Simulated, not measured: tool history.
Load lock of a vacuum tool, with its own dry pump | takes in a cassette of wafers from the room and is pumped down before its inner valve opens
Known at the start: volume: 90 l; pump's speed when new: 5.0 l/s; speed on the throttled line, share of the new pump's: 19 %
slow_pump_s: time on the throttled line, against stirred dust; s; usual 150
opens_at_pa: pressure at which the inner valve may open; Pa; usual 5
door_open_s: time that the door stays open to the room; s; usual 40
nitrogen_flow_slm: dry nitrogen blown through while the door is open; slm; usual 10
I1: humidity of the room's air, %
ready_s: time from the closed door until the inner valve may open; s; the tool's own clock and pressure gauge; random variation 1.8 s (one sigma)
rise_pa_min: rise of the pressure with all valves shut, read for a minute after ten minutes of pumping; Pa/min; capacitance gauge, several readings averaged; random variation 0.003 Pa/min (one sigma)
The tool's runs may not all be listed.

run 1 hour=0 | slow_pump_s=150 opens_at_pa=5 door_open_s=40 nitrogen_flow_slm=10 | I1=45.4 | ready_s=314.8 rise_pa_min=0.084
run 2 hour=152.6 | slow_pump_s=150 opens_at_pa=5 door_open_s=40 nitrogen_flow_slm=10 | I1=41.2 | ready_s=310.7 rise_pa_min=0.084
run 3 hour=249.7 | slow_pump_s=150 opens_at_pa=5 door_open_s=40 nitrogen_flow_slm=10 | I1=44.3 | ready_s=314.4 rise_pa_min=0.089
run 4 hour=396 | slow_pump_s=150 opens_at_pa=5 door_open_s=25 nitrogen_flow_slm=10 | I1=43.3 | ready_s=310.9 rise_pa_min=0.089
run 5 hour=519.8 | slow_pump_s=150 opens_at_pa=5 door_open_s=25 nitrogen_flow_slm=10 | I1=47.1 | ready_s=312.5 rise_pa_min=0.094
run 6 hour=610 | slow_pump_s=150 opens_at_pa=5 door_open_s=25 nitrogen_flow_slm=10 | I1=46.9 | ready_s=314.3 rise_pa_min=0.089
run 7 hour=739.5 | slow_pump_s=150 opens_at_pa=5 door_open_s=25 nitrogen_flow_slm=10 | I1=42.7 | ready_s=313.2 rise_pa_min=0.092
run 8 hour=857.3 | slow_pump_s=150 opens_at_pa=5 door_open_s=25 nitrogen_flow_slm=10 | I1=43.8 | ready_s=312.4 rise_pa_min=0.103
run 9 hour=1011.9 | slow_pump_s=150 opens_at_pa=5 door_open_s=40 nitrogen_flow_slm=10 | I1=46.1 | ready_s=314.9 rise_pa_min=0.106
run 10 hour=1143.1 | slow_pump_s=150 opens_at_pa=5 door_open_s=40 nitrogen_flow_slm=10 | I1=43.4 | ready_s=315.7 rise_pa_min=0.112
run 11 hour=1268.8 | slow_pump_s=150 opens_at_pa=5 door_open_s=40 nitrogen_flow_slm=10 | I1=43.4 | ready_s=312.9 rise_pa_min=0.113
run 12 hour=1445.3 | slow_pump_s=150 opens_at_pa=5 door_open_s=60 nitrogen_flow_slm=10 | I1=43.5 | ready_s=313 rise_pa_min=0.123
run 13 hour=1535.4 | slow_pump_s=150 opens_at_pa=5 door_open_s=40 nitrogen_flow_slm=10 | I1=43 | ready_s=315 rise_pa_min=0.124
run 14 hour=1628.3 | slow_pump_s=150 opens_at_pa=5 door_open_s=40 nitrogen_flow_slm=10 | I1=43.3 | ready_s=317.7 rise_pa_min=0.13
run 15 hour=1770.9 | slow_pump_s=150 opens_at_pa=6 door_open_s=40 nitrogen_flow_slm=10 | I1=46.2 | ready_s=309.9 rise_pa_min=0.133
run 16 hour=1955.9 | slow_pump_s=150 opens_at_pa=6 door_open_s=40 nitrogen_flow_slm=10 | I1=44 | ready_s=315.8 rise_pa_min=0.139
run 17 hour=2081.6 | slow_pump_s=150 opens_at_pa=8 door_open_s=40 nitrogen_flow_slm=10 | I1=43.2 | ready_s=306 rise_pa_min=0.143
run 18 hour=2176.3 | slow_pump_s=92 opens_at_pa=5 door_open_s=40 nitrogen_flow_slm=10 | I1=46.3 | ready_s=271.8 rise_pa_min=0.151
run 19 hour=2306.5 | slow_pump_s=92 opens_at_pa=5 door_open_s=40 nitrogen_flow_slm=10 | I1=43.8 | ready_s=273.1 rise_pa_min=0.15
run 20 hour=2469.1 | slow_pump_s=178 opens_at_pa=6 door_open_s=40 nitrogen_flow_slm=10 | I1=45.8 | ready_s=334.4 rise_pa_min=0.155
run 21 hour=2551.7 | slow_pump_s=76 opens_at_pa=5 door_open_s=40 nitrogen_flow_slm=10 | I1=48.4 | ready_s=257.8 rise_pa_min=0.159
run 22 hour=2669.6 | slow_pump_s=76 opens_at_pa=5 door_open_s=40 nitrogen_flow_slm=10 | I1=48.1 | ready_s=261.7 rise_pa_min=0.163
run 23 hour=2776.1 | slow_pump_s=138 opens_at_pa=10 door_open_s=27 nitrogen_flow_slm=21 | I1=46.5 | ready_s=294.2 rise_pa_min=0.158
run 24 hour=2902.5 | slow_pump_s=138 opens_at_pa=10 door_open_s=27 nitrogen_flow_slm=21 | I1=40.9 | ready_s=293.6 rise_pa_min=0.16
run 25 hour=2981.2 | slow_pump_s=115 opens_at_pa=5 door_open_s=112 nitrogen_flow_slm=5 | I1=41.8 | ready_s=288.9 rise_pa_min=0.22
run 26 hour=3154.9 | slow_pump_s=115 opens_at_pa=5 door_open_s=112 nitrogen_flow_slm=5 | I1=45.3 | ready_s=292.1 rise_pa_min=0.227
run 27 hour=3310.7 | slow_pump_s=115 opens_at_pa=5 door_open_s=112 nitrogen_flow_slm=5 | I1=44.4 | ready_s=291.9 rise_pa_min=0.227
run 28 hour=3488.8 | slow_pump_s=150 opens_at_pa=6 door_open_s=26 nitrogen_flow_slm=45 | I1=44.5 | ready_s=309.7 rise_pa_min=0.179
run 29 hour=3592.6 | slow_pump_s=150 opens_at_pa=6 door_open_s=144 nitrogen_flow_slm=45 | I1=43.1 | ready_s=315.4 rise_pa_min=0.201
run 30 hour=3738.7 | slow_pump_s=299 opens_at_pa=5 door_open_s=40 nitrogen_flow_slm=20 | I1=41.6 | ready_s=433.3 rise_pa_min=0.195
run 31 hour=3838.2 | slow_pump_s=296 opens_at_pa=5 door_open_s=159 nitrogen_flow_slm=5 | I1=44.2 | ready_s=435.6 rise_pa_min=0.268
run 32 hour=4015.4 | slow_pump_s=291 opens_at_pa=5 door_open_s=124 nitrogen_flow_slm=15 | I1=45.5 | ready_s=427.7 rise_pa_min=0.239
run 33 hour=4199.6 | slow_pump_s=291 opens_at_pa=5 door_open_s=124 nitrogen_flow_slm=6 | I1=45.2 | ready_s=432.2 rise_pa_min=0.27
run 34 hour=4378.8 | slow_pump_s=291 opens_at_pa=5 door_open_s=124 nitrogen_flow_slm=6 | I1=40.1 | ready_s=432.6 rise_pa_min=0.266
run 35 hour=4497.7 | slow_pump_s=291 opens_at_pa=5 door_open_s=124 nitrogen_flow_slm=6 | I1=44.7 | ready_s=427.5 rise_pa_min=0.286
run 36 hour=4628 | slow_pump_s=291 opens_at_pa=5 door_open_s=124 nitrogen_flow_slm=6 | I1=43 | ready_s=431.7 rise_pa_min=0.287
run 37 hour=4794.8 | slow_pump_s=194 opens_at_pa=5 door_open_s=193 nitrogen_flow_slm=43 | I1=41.5 | ready_s=356.9 rise_pa_min=0.259
run 38 hour=4870.9 | slow_pump_s=150 opens_at_pa=5 door_open_s=45 nitrogen_flow_slm=10 | I1=42.8 | ready_s=320.3 rise_pa_min=0.255

Forecast each of these 3 alternatives for the next run:
run A hour=5009.9 | slow_pump_s=124 opens_at_pa=5 door_open_s=40 nitrogen_flow_slm=7 | I1=44.3 | ready_s=? rise_pa_min=?
run B hour=5009.9 | slow_pump_s=150 opens_at_pa=5 door_open_s=45 nitrogen_flow_slm=10 | I1=46.2 | ready_s=? rise_pa_min=?
run C hour=5009.9 | slow_pump_s=115 opens_at_pa=10 door_open_s=40 nitrogen_flow_slm=8 | I1=46.3 | ready_s=? rise_pa_min=?

run=A ready_s=298.9 rise_pa_min=0.26
run=B ready_s=323.6 rise_pa_min=0.263
run=C ready_s=281.3 rise_pa_min=0.266
Without the tool's hidden state the same runs would have given:
run=A ready_s=276.7 rise_pa_min=0.024
run=B ready_s=302.1 rise_pa_min=0.027
run=C ready_s=261.1 rise_pa_min=0.031
